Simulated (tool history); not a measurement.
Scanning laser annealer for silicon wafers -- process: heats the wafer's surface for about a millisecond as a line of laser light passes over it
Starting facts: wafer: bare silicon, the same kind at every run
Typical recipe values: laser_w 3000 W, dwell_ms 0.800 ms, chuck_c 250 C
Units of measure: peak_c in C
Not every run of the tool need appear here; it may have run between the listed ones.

run 1 hour=0.0 | laser_w=3000 dwell_ms=0.800 chuck_c=250 | peak_c=1012
run 2 hour=33.7 | laser_w=3000 dwell_ms=0.800 chuck_c=250 | peak_c=1016
run 3 hour=60.9 | laser_w=3000 dwell_ms=0.838 chuck_c=250 | peak_c=1030
run 4 hour=93.9 | laser_w=3000 dwell_ms=0.858 chuck_c=250 | peak_c=1044
run 5 hour=109.8 | laser_w=3000 dwell_ms=0.858 chuck_c=250 | peak_c=1041
run 6 hour=125.4 | laser_w=3000 dwell_ms=0.858 chuck_c=250 | peak_c=1041
run 7 hour=145.6 | laser_w=3000 dwell_ms=0.800 chuck_c=267 | peak_c=1026
run 8 hour=165.1 | laser_w=3000 dwell_ms=0.800 chuck_c=267 | peak_c=1025
run 9 hour=194.0 | laser_w=3000 dwell_ms=0.800 chuck_c=267 | peak_c=1026
run 10 hour=211.1 | laser_w=2827 dwell_ms=0.800 chuck_c=267 | peak_c=982
run 11 hour=235.1 | laser_w=3000 dwell_ms=0.800 chuck_c=250 | peak_c=1010
run 12 hour=250.7 | laser_w=3000 dwell_ms=0.800 chuck_c=250 | peak_c=1008
run 13 hour=281.5 | laser_w=3000 dwell_ms=0.613 chuck_c=250 | peak_c=901
run 14 hour=301.3 | laser_w=3000 dwell_ms=0.613 chuck_c=250 | peak_c=899
run 15 hour=328.1 | laser_w=3000 dwell_ms=0.891 chuck_c=250 | peak_c=1057
run 16 hour=364.0 | laser_w=3000 dwell_ms=0.891 chuck_c=250 | peak_c=1054
run 17 hour=399.4 | laser_w=3000 dwell_ms=0.867 chuck_c=250 | peak_c=1038
run 18 hour=416.7 | laser_w=3000 dwell_ms=0.867 chuck_c=250 | peak_c=1037
run 19 hour=448.5 | laser_w=2675 dwell_ms=0.800 chuck_c=250 | peak_c=924
run 20 hour=483.7 | laser_w=2676 dwell_ms=0.800 chuck_c=250 | peak_c=921

Run 21, settings as shown, results not yet in. Your forecast:
run 21 hour=517.5 | laser_w=3284 dwell_ms=0.800 chuck_c=250 | peak_c=?

{"run 21": {"peak_c": 1069}}
Had the tool carried no hidden state, the very same run would have given peak_c 1099 C.

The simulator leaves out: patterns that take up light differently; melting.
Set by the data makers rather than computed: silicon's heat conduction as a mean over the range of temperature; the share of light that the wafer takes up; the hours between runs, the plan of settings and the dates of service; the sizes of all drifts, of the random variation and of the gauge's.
